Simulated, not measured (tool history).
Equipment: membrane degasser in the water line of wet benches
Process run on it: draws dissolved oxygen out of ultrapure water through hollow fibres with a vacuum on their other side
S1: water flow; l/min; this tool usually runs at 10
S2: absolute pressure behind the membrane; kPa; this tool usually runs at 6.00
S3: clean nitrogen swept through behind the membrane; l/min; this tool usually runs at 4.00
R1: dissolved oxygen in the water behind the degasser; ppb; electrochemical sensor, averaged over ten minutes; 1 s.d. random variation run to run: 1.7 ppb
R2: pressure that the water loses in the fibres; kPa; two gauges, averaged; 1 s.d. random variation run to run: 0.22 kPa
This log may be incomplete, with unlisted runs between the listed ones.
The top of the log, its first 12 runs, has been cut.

run,hour,S1,S2,S3,R1,R2
13,488.9,10,6.00,4.00,162.1,55.08
14,542.9,10,6.00,3.55,164.7,55.11
15,581.6,10,6.00,3.55,164.2,54.92
16,619.2,10,4.87,4.00,156.9,55.60
17,656.8,8,12.45,4.06,135.9,44.41
18,688.8,7,7.15,3.32,88.9,38.64
19,748.7,7,7.15,3.32,88.6,39.31
20,781.1,7,7.15,3.32,90.5,38.77
21,827.1,7,7.15,3.32,87.9,39.00

Predict the results of run 22:
22,880.1,7,7.15,3.32,?,?

{"run 22": {"R1": 89.1, "R2": 39.01}}
Minus the tool's unlogged condition, the same run would have read R1 89.0 ppb, R2 38.11 kPa.
